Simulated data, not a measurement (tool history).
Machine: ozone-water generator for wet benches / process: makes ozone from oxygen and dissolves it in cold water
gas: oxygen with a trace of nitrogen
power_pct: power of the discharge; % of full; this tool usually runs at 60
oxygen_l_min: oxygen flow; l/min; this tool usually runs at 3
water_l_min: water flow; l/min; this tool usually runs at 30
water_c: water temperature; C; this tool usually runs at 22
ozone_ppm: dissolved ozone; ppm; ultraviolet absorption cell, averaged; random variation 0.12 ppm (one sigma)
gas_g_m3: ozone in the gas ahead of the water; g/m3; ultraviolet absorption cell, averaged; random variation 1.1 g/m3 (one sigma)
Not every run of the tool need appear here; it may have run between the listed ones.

run	hour	power_pct	oxygen_l_min	water_l_min	water_c	ozone_ppm	gas_g_m3
1	0	60	3	30	22	8.1	156.8
# hour 137.3: contactor cleaned
2	185.2	60	3	30	22	8.4	155.7
3	374.8	60	3	30	22	8	153.7
4	575.3	60	3	30	22	8	153
5	765.5	68	3	30	22	8.6	161.1
6	968.4	60	3	30	22	7.8	151
7	1192.4	60	2.37	30	22	7.8	173.1
8	1307.3	60	3	30	14	8.1	148.9
9	1407.9	60	3	30	22	7.8	148.3
10	1582.3	60	3	30	22	7.7	148.5
11	1710.8	60	3	30	22	7.7	147.2
12	1851.4	60	3	30	22	7.7	145.3
13	2007.8	60	1.76	30	22	7.1	200.8
14	2110.5	60	3	30	22	7.6	145.4
15	2218.3	60	3	30	22	7.5	145.9
# hour 2235.1: water thermometer calibrated
16	2402	60	3	30	22	7.4	144.5
17	2627.5	77	3	30	22	8.3	161.7
18	2744.9	88	1.94	32	16	7.8	220
19	2930.3	73	1.94	32	24	6.8	202.4
20	3038.7	73	1.94	25	18	9.6	202.5
# hour 3082.6: electrodes of the discharge changed
21	3166.3	73	1.94	29	18	11.3	290.3
22	3266.3	73	1.94	29	18	11.3	290.6
# hour 3381.2: water thermometer calibrated, once more
23	3500.3	96	1.5	47	22	6.6	401.1
24	3643.6	80	3.1	23	16	17.1	227
25	3866	60	2.37	37	25	7.1	223.2
26	4003.9	60	5.26	30	21	10.6	135.7
27	4220.6	71	5.26	30	21	11.4	148.3
28	4362	48	2.73	29	25	8.5	174.8
29	4526.3	58	2.39	30	21	9.4	213.2
30	4713.4	58	2.39	30	21	9.3	213
# hour 4820.9: contactor cleaned
31	4820.9	96	2.66	30	16	13.7	271.9
32	4960	56	2.17	33	17	8.2	217.8
33	5140.4	75	2.54	30	22	10.9	235.5

4 ways to go on from here, each from the tool as it stands after run 33. What would each give?
A	5336.5	60	3	30	26	?	?
B	5336.5	60	2.9	30	22	?	?
C	5336.5	79	2.54	30	22	?	?
D	5336.5	66	2.57	23	22	?	?

run	ozone_ppm	gas_g_m3
A	9.4	184.2
B	9.7	188.2
C	11.2	243.3
D	13.7	216.2
Take away the tool's hidden state, keep each run's random variation, and the runs would have read:
run	ozone_ppm	gas_g_m3
A	10	194.9
B	10.3	199
C	12.1	260.1
D	14.6	229.5

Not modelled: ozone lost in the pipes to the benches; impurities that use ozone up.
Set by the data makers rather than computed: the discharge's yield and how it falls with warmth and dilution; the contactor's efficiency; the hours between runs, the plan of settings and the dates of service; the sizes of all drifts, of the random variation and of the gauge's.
